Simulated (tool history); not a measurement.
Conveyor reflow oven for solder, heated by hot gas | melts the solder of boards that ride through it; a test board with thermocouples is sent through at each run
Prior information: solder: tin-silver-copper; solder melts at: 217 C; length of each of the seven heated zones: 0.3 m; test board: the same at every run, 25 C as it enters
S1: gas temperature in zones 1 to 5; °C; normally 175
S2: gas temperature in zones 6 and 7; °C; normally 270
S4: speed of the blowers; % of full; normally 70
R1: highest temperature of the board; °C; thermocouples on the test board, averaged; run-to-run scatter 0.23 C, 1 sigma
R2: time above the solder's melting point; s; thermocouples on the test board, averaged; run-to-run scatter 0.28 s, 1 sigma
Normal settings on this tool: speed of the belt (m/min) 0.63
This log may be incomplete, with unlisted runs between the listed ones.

{"run": 1, "hour": 0.0, "S1": 175, "S2": 270, "speed of the belt (m/min)": 0.63, "S4": 70, "R1": 255.8, "R2": 45.4}
{"run": 2, "hour": 9.8, "S1": 175, "S2": 270, "speed of the belt (m/min)": 0.63, "S4": 70, "R1": 255.8, "R2": 45.2}
{"run": 3, "hour": 22.5, "S1": 175, "S2": 270, "speed of the belt (m/min)": 0.63, "S4": 82, "R1": 257.6, "R2": 46.3}
{"run": 4, "hour": 33.2, "S1": 175, "S2": 270, "speed of the belt (m/min)": 0.63, "S4": 82, "R1": 257.7, "R2": 46.5}
{"run": 5, "hour": 46.2, "S1": 175, "S2": 270, "speed of the belt (m/min)": 0.649, "S4": 70, "R1": 255.1, "R2": 42.9}
{"run": 6, "hour": 55.6, "S1": 175, "S2": 265, "speed of the belt (m/min)": 0.698, "S4": 70, "R1": 248, "R2": 36.7}
{"run": 7, "hour": 62.4, "S1": 175, "S2": 265, "speed of the belt (m/min)": 0.719, "S4": 60, "R1": 245.4, "R2": 33.3}
{"run": 8, "hour": 74.0, "S1": 175, "S2": 265, "speed of the belt (m/min)": 0.719, "S4": 60, "R1": 245.5, "R2": 32.9}
{"run": 9, "hour": 85.3, "S1": 189, "S2": 281, "speed of the belt (m/min)": 0.505, "S4": 62, "R1": 272.9, "R2": 69.3}
{"run": 10, "hour": 95.9, "S1": 175, "S2": 274, "speed of the belt (m/min)": 0.63, "S4": 70, "R1": 259.7, "R2": 46.1}

Some steps in R1, run to run, broken into two amounts with sign: the step expected even without the hidden condition (settings, incoming material, random variation), and the rest, left for the hidden condition together with whatever gauge scatter is not in both the measured and the hidden-condition-free result:
Unlogged tool condition in this case: heat that the gas passes to the board, % of a clean oven's; belt's true speed, % of the reading; true gas temperature in zones 6 and 7 over the reading, C; drift of the gauge itself on peak_c, C; drift of the gauge itself on liquid_s, %.
Run 8 -> 9: S1 175 -> 189, S2 265 -> 281, speed of the belt (m/min) 0.719 -> 0.505, S4 60 -> 62. R1 +27.4 °C: hidden state +0.3, all else +27.1.
